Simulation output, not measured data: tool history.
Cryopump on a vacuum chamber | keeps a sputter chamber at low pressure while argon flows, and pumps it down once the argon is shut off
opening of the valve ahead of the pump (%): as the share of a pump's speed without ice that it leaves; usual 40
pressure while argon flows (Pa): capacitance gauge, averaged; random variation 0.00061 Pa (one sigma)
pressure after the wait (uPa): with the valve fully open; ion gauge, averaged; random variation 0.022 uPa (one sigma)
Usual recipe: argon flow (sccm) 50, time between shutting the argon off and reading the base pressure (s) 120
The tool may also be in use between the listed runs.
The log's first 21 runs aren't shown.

run     day  argon flow (sccm)  time between shutting the argon off and reading the base pressure (s)  opening of the valve ahead of the pump (%)  pressure while argon flows (Pa)  pressure after the wait (uPa)
 22  18.467                 46                                                                    208                                          28                           0.1265                           1.15
 23  19.075                 46                                                                    208                                          28                           0.1269                           1.14
 24  19.725                 58                                                                    223                                          40                           0.1181                           1.10
 25  20.588                 72                                                                    163                                          37                           0.1559                           1.23
 26  21.167                 64                                                                     61                                          37                           0.1401                           1.86
     21.938  -- pump warmed up, emptied and cooled again
 27  22.229                 40                                                                     78                                          37                           0.0759                           1.37
 28  23.146                 45                                                                    175                                          42                           0.0763                           0.98
 29  24.304                 27                                                                    186                                          32                           0.0597                           0.95
 30  25.246                 28                                                                    120                                          40                           0.0505                           1.13
 31  26.383                 28                                                                    120                                          40                           0.0497                           1.15
 32  27.467                 28                                                                    120                                          40                           0.0509                           1.18
 33  28.825                 28                                                                     78                                          22                           0.0907                           1.47
 34  30.146                 50                                                                     54                                          40                           0.0924                           1.83

3 options for the next run, each taken on its own from the tool as it stands now. Forecast them:
  A  30.721                 59                                                                     33                                          20                                ?                              ?
  B  30.721                 27                                                                     54                                          54                                ?                              ?
  C  30.721                 26                                                                    171                                          31                                ?                              ?

run  pressure while argon flows (Pa)  pressure after the wait (uPa)
  A                           0.2110                           2.49
  B                           0.0370                           1.75
  C                           0.0610                           1.05
Without the tool's hidden state the same runs would have given:
run  pressure while argon flows (Pa)  pressure after the wait (uPa)
  A                           0.2052                           1.89
  B                           0.0343                           1.15
  C                           0.0585                           0.44
